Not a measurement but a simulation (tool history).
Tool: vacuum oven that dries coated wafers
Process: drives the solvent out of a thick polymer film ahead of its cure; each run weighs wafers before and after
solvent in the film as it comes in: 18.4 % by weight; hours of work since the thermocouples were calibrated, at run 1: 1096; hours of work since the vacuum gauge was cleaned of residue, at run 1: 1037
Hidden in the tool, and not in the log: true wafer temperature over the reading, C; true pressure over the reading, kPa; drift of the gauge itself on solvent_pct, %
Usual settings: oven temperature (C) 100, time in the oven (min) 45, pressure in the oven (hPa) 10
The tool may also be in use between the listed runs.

run,day,oven temperature (C),time in the oven (min),pressure in the oven (hPa),hours of work since the thermocouples were calibrated,hours of work since the vacuum gauge was cleaned of residue,solvent left in the film (%)
1,0,100,45,10,1096,1037,1.78
2,1.929,97,45,10,1127,1069,2.19
3,3.558,100,53,10,1154,1096,1.55
4,5.008,98,45,10,1178,1119,2.1
5,7.408,100,45,10,1217,1159,1.65
6,9.371,100,45,10,1249,1191,1.8
7,10.75,100,45,10,1272,1213,1.7
8,13.683,100,45,10,1320,1261,1.8
9,15.729,100,45,10,1354,1295,1.64
10,17.492,105,45,10,1382,1324,1.11
11,19.833,105,45,10,1421,1362,1.12
12,21.125,100,45,10,1442,1383,1.71
13,22.496,100,45,10,1464,1406,1.62
14,25.225,100,45,10,1509,1450,1.72
15,26.662,100,45,10,1532,1474,1.73
16,28.592,100,45,10,1564,1506,1.73
17,29.812,114,45,10,1584,1526,0.84
18,31.875,100,80,10,1618,1559,1.4
19,34.529,100,45,14.3,1661,1603,2.15
20,35.808,111,45,14.3,1682,1624,1.17
# day 36.388: oven's thermocouples calibrated
21,38.871,103,45,14.3,41,1672,1.98
22,40.671,100,45,10,70,1702,2.19
23,43.162,100,69,10,111,1743,1.6
24,44.596,100,69,10,134,1766,1.5
25,47.304,103,81,6.9,179,1811,1.22
26,49.467,100,70,10,214,1846,1.62
27,51.929,109,70,10,254,1886,1.11
28,54.479,109,70,10,296,1928,1.14
29,56.217,109,70,10,325,1956,1.03
30,58.412,109,70,10,361,1992,1.19
31,61.358,89,44,10,409,2041,5.25
32,63.279,100,74,10,440,2072,1.63
33,65.592,100,74,5.6,478,2110,1.31
34,68.204,100,45,5.7,521,2153,1.67

Run 35 comes next. What will it give?
35,71.15,97,43,15.1,569,2201,?

Run 35 gave solvent left in the film (%) 3.2.
Without the tool's hidden state the same run would have given solvent left in the film (%) 2.7.
